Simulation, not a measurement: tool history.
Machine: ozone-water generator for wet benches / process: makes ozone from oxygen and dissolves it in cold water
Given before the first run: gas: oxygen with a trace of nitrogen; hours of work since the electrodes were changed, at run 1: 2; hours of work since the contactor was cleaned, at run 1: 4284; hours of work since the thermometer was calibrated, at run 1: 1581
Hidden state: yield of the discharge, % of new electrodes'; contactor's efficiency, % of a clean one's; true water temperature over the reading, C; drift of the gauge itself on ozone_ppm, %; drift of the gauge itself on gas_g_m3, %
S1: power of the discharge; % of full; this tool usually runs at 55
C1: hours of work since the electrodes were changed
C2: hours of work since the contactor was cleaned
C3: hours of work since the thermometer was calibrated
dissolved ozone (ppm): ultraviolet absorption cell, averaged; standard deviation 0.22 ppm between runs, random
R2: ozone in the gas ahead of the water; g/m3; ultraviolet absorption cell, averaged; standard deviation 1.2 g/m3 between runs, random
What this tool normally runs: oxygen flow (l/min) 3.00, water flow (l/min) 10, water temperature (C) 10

{"run": 1, "hour": 0.0, "S1": 55, "oxygen flow (l/min)": 3.0, "water flow (l/min)": 10, "water temperature (C)": 10, "C1": 2, "C2": 4284, "C3": 1581, "dissolved ozone (ppm)": 31.1, "R2": 222.2}
{"run": 2, "hour": 22.8, "S1": 74, "oxygen flow (l/min)": 3.0, "water flow (l/min)": 10, "water temperature (C)": 10, "C1": 16, "C2": 4298, "C3": 1595, "dissolved ozone (ppm)": 39.6, "R2": 282.7}
{"run": 3, "hour": 54.3, "S1": 74, "oxygen flow (l/min)": 3.0, "water flow (l/min)": 10, "water temperature (C)": 10, "C1": 35, "C2": 4318, "C3": 1614, "dissolved ozone (ppm)": 39.5, "R2": 283.1}
{"run": 4, "hour": 90.0, "S1": 55, "oxygen flow (l/min)": 3.0, "water flow (l/min)": 12, "water temperature (C)": 10, "C1": 57, "C2": 4340, "C3": 1636, "dissolved ozone (ppm)": 26.6, "R2": 219.2}
{"run": 5, "hour": 137.3, "S1": 90, "oxygen flow (l/min)": 3.0, "water flow (l/min)": 10, "water temperature (C)": 10, "C1": 86, "C2": 4369, "C3": 1665, "dissolved ozone (ppm)": 47.2, "R2": 333.1}
{"run": 6, "hour": 182.1, "S1": 48, "oxygen flow (l/min)": 3.0, "water flow (l/min)": 10, "water temperature (C)": 10, "C1": 114, "C2": 4396, "C3": 1693, "dissolved ozone (ppm)": 27.3, "R2": 196.7}
{"run": 7, "hour": 231.2, "S1": 55, "oxygen flow (l/min)": 3.0, "water flow (l/min)": 10, "water temperature (C)": 10, "C1": 144, "C2": 4426, "C3": 1723, "dissolved ozone (ppm)": 30.7, "R2": 218.8}
{"run": 8, "hour": 262.0, "S1": 55, "oxygen flow (l/min)": 3.0, "water flow (l/min)": 10, "water temperature (C)": 10, "C1": 163, "C2": 4445, "C3": 1742, "dissolved ozone (ppm)": 30.7, "R2": 220.2}
{"run": 9, "hour": 283.3, "S1": 55, "oxygen flow (l/min)": 3.0, "water flow (l/min)": 13, "water temperature (C)": 10, "C1": 176, "C2": 4458, "C3": 1755, "dissolved ozone (ppm)": 25.0, "R2": 220.5}
{"run": 10, "hour": 327.3, "S1": 55, "oxygen flow (l/min)": 3.0, "water flow (l/min)": 10, "water temperature (C)": 15, "C1": 203, "C2": 4486, "C3": 1782, "dissolved ozone (ppm)": 28.7, "R2": 220.9}
{"run": 11, "hour": 360.3, "S1": 55, "oxygen flow (l/min)": 3.0, "water flow (l/min)": 10, "water temperature (C)": 15, "C1": 223, "C2": 4506, "C3": 1802, "dissolved ozone (ppm)": 28.2, "R2": 219.8}
{"run": 12, "hour": 391.1, "S1": 55, "oxygen flow (l/min)": 3.0, "water flow (l/min)": 10, "water temperature (C)": 15, "C1": 242, "C2": 4525, "C3": 1821, "dissolved ozone (ppm)": 28.8, "R2": 219.8}
{"run": 13, "hour": 433.4, "S1": 55, "oxygen flow (l/min)": 3.27, "water flow (l/min)": 10, "water temperature (C)": 15, "C1": 268, "C2": 4551, "C3": 1847, "dissolved ozone (ppm)": 29.1, "R2": 214.2}
{"run": 14, "hour": 478.9, "S1": 55, "oxygen flow (l/min)": 3.0, "water flow (l/min)": 10, "water temperature (C)": 11, "C1": 296, "C2": 4579, "C3": 1875, "dissolved ozone (ppm)": 30.5, "R2": 221.0}
{"run": 15, "hour": 507.8, "S1": 55, "oxygen flow (l/min)": 3.0, "water flow (l/min)": 10, "water temperature (C)": 11, "C1": 314, "C2": 4597, "C3": 1893, "dissolved ozone (ppm)": 30.3, "R2": 220.8}
{"run": 16, "hour": 552.0, "S1": 55, "oxygen flow (l/min)": 3.0, "water flow (l/min)": 10, "water temperature (C)": 11, "C1": 341, "C2": 4624, "C3": 1920, "dissolved ozone (ppm)": 30.5, "R2": 220.3}
{"run": 17, "hour": 589.6, "S1": 55, "oxygen flow (l/min)": 2.62, "water flow (l/min)": 10, "water temperature (C)": 10, "C1": 364, "C2": 4647, "C3": 1943, "dissolved ozone (ppm)": 29.8, "R2": 228.2}
{"run": 18, "hour": 628.6, "S1": 43, "oxygen flow (l/min)": 2.85, "water flow (l/min)": 10, "water temperature (C)": 17, "C1": 388, "C2": 4671, "C3": 1967, "dissolved ozone (ppm)": 22.2, "R2": 182.4}
{"run": 19, "hour": 650.5, "S1": 55, "oxygen flow (l/min)": 3.23, "water flow (l/min)": 7, "water temperature (C)": 10, "C1": 401, "C2": 4684, "C3": 1981, "dissolved ozone (ppm)": 39.3, "R2": 214.3}
{"run": 20, "hour": 684.0, "S1": 76, "oxygen flow (l/min)": 2.71, "water flow (l/min)": 13, "water temperature (C)": 12, "C1": 422, "C2": 4705, "C3": 2002, "dissolved ozone (ppm)": 31.2, "R2": 299.5}
{"run": 21, "hour": 726.5, "S1": 66, "oxygen flow (l/min)": 1.79, "water flow (l/min)": 10, "water temperature (C)": 10, "C1": 448, "C2": 4731, "C3": 2028, "dissolved ozone (ppm)": 30.5, "R2": 303.5}
{"run": 22, "hour": 762.8, "S1": 96, "oxygen flow (l/min)": 1.51, "water flow (l/min)": 9, "water temperature (C)": 14, "C1": 471, "C2": 4753, "C3": 2050, "dissolved ozone (ppm)": 41.1, "R2": 438.9}
{"run": 23, "hour": 799.9, "S1": 55, "oxygen flow (l/min)": 3.0, "water flow (l/min)": 8, "water temperature (C)": 10, "C1": 493, "C2": 4776, "C3": 2073, "dissolved ozone (ppm)": 35.9, "R2": 220.2}
{"run": 24, "hour": 834.3, "S1": 55, "oxygen flow (l/min)": 3.0, "water flow (l/min)": 12, "water temperature (C)": 12, "C1": 514, "C2": 4797, "C3": 2094, "dissolved ozone (ppm)": 26.1, "R2": 219.0}
{"run": 25, "hour": 879.3, "S1": 54, "oxygen flow (l/min)": 2.3, "water flow (l/min)": 13, "water temperature (C)": 17, "C1": 542, "C2": 4825, "C3": 2122, "dissolved ozone (ppm)": 20.8, "R2": 235.8}
{"run": 26, "hour": 927.2, "S1": 54, "oxygen flow (l/min)": 2.3, "water flow (l/min)": 11, "water temperature (C)": 17, "C1": 572, "C2": 4854, "C3": 2151, "dissolved ozone (ppm)": 23.9, "R2": 235.5}
{"run": 27, "hour": 962.0, "S1": 73, "oxygen flow (l/min)": 2.76, "water flow (l/min)": 8, "water temperature (C)": 17, "C1": 593, "C2": 4876, "C3": 2172, "dissolved ozone (ppm)": 39.3, "R2": 286.6}
{"run": 28, "hour": 983.1, "S1": 55, "oxygen flow (l/min)": 2.24, "water flow (l/min)": 15, "water temperature (C)": 10, "C1": 606, "C2": 4889, "C3": 2185, "dissolved ozone (ppm)": 19.8, "R2": 242.1}
{"run": 29, "hour": 1027.9, "S1": 55, "oxygen flow (l/min)": 2.24, "water flow (l/min)": 15, "water temperature (C)": 10, "C1": 633, "C2": 4916, "C3": 2213, "dissolved ozone (ppm)": 20.0, "R2": 242.4}
{"run": 30, "hour": 1060.0, "S1": 65, "oxygen flow (l/min)": 1.99, "water flow (l/min)": 6, "water temperature (C)": 9, "C1": 653, "C2": 4936, "C3": 2233, "dissolved ozone (ppm)": 46.2, "R2": 290.7}
{"run": 31, "hour": 1103.4, "S1": 65, "oxygen flow (l/min)": 1.99, "water flow (l/min)": 11, "water temperature (C)": 11, "C1": 680, "C2": 4963, "C3": 2259, "dissolved ozone (ppm)": 28.2, "R2": 290.9}
{"run": 32, "hour": 1137.6, "S1": 65, "oxygen flow (l/min)": 1.99, "water flow (l/min)": 11, "water temperature (C)": 11, "C1": 701, "C2": 4984, "C3": 2280, "dissolved ozone (ppm)": 28.0, "R2": 290.6}

Below are 3 alternative next runs, each starting from the tool's condition after run 32. Predict each:
{"run": "A", "hour": 1167.1, "S1": 65, "oxygen flow (l/min)": 1.99, "water flow (l/min)": 11, "water temperature (C)": 6, "C1": 719, "C2": 5002, "C3": 2298, "dissolved ozone (ppm)": "?", "R2": "?"}
{"run": "B", "hour": 1167.1, "S1": 55, "oxygen flow (l/min)": 4.48, "water flow (l/min)": 13, "water temperature (C)": 12, "C1": 719, "C2": 5002, "C3": 2298, "dissolved ozone (ppm)": "?", "R2": "?"}
{"run": "C", "hour": 1167.1, "S1": 55, "oxygen flow (l/min)": 3.0, "water flow (l/min)": 10, "water temperature (C)": 15, "C1": 719, "C2": 5002, "C3": 2298, "dissolved ozone (ppm)": "?", "R2": "?"}

run=A dissolved_ozone_(ppm)=29.3 R2=290.6
run=B dissolved_ozone_(ppm)=27.0 R2=191.8
run=C dissolved_ozone_(ppm)=28.3 R2=217.1
Had the tool no hidden state, the same runs would have come out as:
run=A dissolved_ozone_(ppm)=31.2 R2=296.2
run=B dissolved_ozone_(ppm)=28.8 R2=195.0
run=C dissolved_ozone_(ppm)=30.0 R2=220.6
